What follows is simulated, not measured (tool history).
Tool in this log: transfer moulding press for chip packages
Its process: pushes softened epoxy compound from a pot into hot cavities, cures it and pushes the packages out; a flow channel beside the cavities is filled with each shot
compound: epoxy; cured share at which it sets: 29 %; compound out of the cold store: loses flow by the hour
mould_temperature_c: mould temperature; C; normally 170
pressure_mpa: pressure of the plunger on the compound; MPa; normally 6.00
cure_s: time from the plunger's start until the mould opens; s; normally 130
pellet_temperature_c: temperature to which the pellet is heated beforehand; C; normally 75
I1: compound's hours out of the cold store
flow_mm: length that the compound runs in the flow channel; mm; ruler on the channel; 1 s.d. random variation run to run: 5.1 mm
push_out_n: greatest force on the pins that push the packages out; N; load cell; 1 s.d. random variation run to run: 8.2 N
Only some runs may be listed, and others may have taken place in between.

Run 1, hour 0.0: usual settings; I1 26.5. Result: flow_mm 839 mm, push_out_n 606 N.
Run 2, hour 9.5: usual settings; I1 35.8. Result: flow_mm 809 mm, push_out_n 612 N.
Run 3, hour 16.4: usual settings; I1 29.4. Result: flow_mm 817 mm, push_out_n 647 N.
Run 4, hour 27.2: usual settings; I1 15.3. Result: flow_mm 868 mm, push_out_n 683 N.
Run 5, hour 42.1: usual settings; I1 33.6. Result: flow_mm 818 mm, push_out_n 711 N.
Run 6, hour 55.9: usual settings; I1 23.5. Result: flow_mm 833 mm, push_out_n 706 N.
At hour 58.5: cavities cleaned with cleaning compound and waxed.
Run 7, hour 69.0: usual settings; I1 21.4. Result: flow_mm 835 mm, push_out_n 466 N.
Run 8, hour 76.9: usual settings; I1 18.2. Result: flow_mm 853 mm, push_out_n 514 N.
Run 9, hour 87.9: usual settings; I1 22.2. Result: flow_mm 837 mm, push_out_n 600 N.
Run 10, hour 100.3: usual settings; I1 15.9. Result: flow_mm 858 mm, push_out_n 632 N.
Run 11, hour 108.7: usual settings; I1 28.5. Result: flow_mm 823 mm, push_out_n 666 N.
At hour 111.6: mould's thermocouples calibrated.
Run 12, hour 116.8: usual settings; I1 27.4. Result: flow_mm 820 mm, push_out_n 694 N.
Run 13, hour 124.1: usual settings but pressure_mpa 7.31 MPa; I1 41.4. Result: flow_mm 860 mm, push_out_n 712 N.
Run 14, hour 137.7: usual settings but mould_temperature_c 164 C; I1 34.9. Result: flow_mm 814 mm, push_out_n 1183 N.
Run 15, hour 146.4: usual settings but pellet_temperature_c 83 C; I1 37.4. Result: flow_mm 785 mm, push_out_n 716 N.
At hour 149.7: cavities cleaned with cleaning compound and waxed.
Run 16, hour 158.8: usual settings but pressure_mpa 7.31 MPa; I1 34.7. Result: flow_mm 872 mm, push_out_n 465 N.
At hour 163.1: mould's thermocouples calibrated, once more.
Run 17, hour 175.3: usual settings but pressure_mpa 7.31 MPa; I1 26.1. Result: flow_mm 903 mm, push_out_n 533 N.
Run 18, hour 186.0: usual settings but pressure_mpa 7.31 MPa; I1 33.4. Result: flow_mm 875 mm, push_out_n 573 N.
Run 19, hour 198.6: usual settings but pressure_mpa 6.26 MPa, pellet_temperature_c 65 C; I1 16.6. Result: flow_mm 855 mm, push_out_n 643 N.
Run 20, hour 212.0: usual settings but pressure_mpa 6.26 MPa, pellet_temperature_c 65 C; I1 24.2. Result: flow_mm 828 mm, push_out_n 683 N.
Run 21, hour 226.9: usual settings but mould_temperature_c 174 C, pressure_mpa 6.26 MPa, pellet_temperature_c 65 C; I1 23.0. Result: flow_mm 816 mm, push_out_n 578 N.
Run 22, hour 237.6: usual settings but mould_temperature_c 175 C, pressure_mpa 5.76 MPa, pellet_temperature_c 78 C; I1 25.3. Result: flow_mm 766 mm, push_out_n 586 N.
At hour 240.9: cavities cleaned with cleaning compound and waxed.
Run 23, hour 247.1: usual settings but mould_temperature_c 175 C, pressure_mpa 5.76 MPa, pellet_temperature_c 78 C; I1 34.1. Result: flow_mm 741 mm, push_out_n 354 N.
Run 24, hour 258.7: usual settings but mould_temperature_c 164 C, pressure_mpa 6.26 MPa, pellet_temperature_c 78 C; I1 34.8. Result: flow_mm 815 mm, push_out_n 713 N.
Run 25, hour 265.5: usual settings but mould_temperature_c 163 C, pressure_mpa 4.79 MPa, cure_s 131 s, pellet_temperature_c 71 C; I1 15.2. Result: flow_mm 766 mm, push_out_n 956 N.
Run 26, hour 274.3: usual settings but mould_temperature_c 173 C, pressure_mpa 4.84 MPa, cure_s 119 s, pellet_temperature_c 83 C; I1 37.2. Result: flow_mm 684 mm, push_out_n 558 N.
Run 27, hour 287.6: usual settings but mould_temperature_c 162 C, pressure_mpa 6.01 MPa, cure_s 158 s; I1 42.6. Result: flow_mm 777 mm, push_out_n 758 N.
Run 28, hour 300.8: usual settings but pressure_mpa 4.63 MPa, cure_s 166 s, pellet_temperature_c 84 C; I1 20.4. Result: flow_mm 705 mm, push_out_n 559 N.
Run 29, hour 315.7: usual settings but mould_temperature_c 175 C, pellet_temperature_c 69 C; I1 35.8. Result: flow_mm 747 mm, push_out_n 574 N.

Hidden state or all else? Some run-to-run changes of flow_mm, split into what the settings, what came in and random variation would give without the hidden state, and what is left for the hidden state (with any gauge scatter that isn't in both results):
Hidden state at play: true mould temperature over the reading, C; pressure that reaches the compound, % of what is set; grip of the stained cavities, % over clean ones'; drift of the gauge itself on flow_mm, %; drift of the gauge itself on push_out_n, %.
Run 15 -> 16: pressure_mpa 6.00 -> 7.31, pellet_temperature_c 83 -> 75, cavities cleaned with cleaning compound and waxed. flow_mm +87 mm: hidden state -9, all else +96.
Run 26 -> 27: mould_temperature_c 173 -> 162, pressure_mpa 4.84 -> 6.01, cure_s 119 -> 158, pellet_temperature_c 83 -> 75. flow_mm +93 mm: hidden state -12, all else +105.
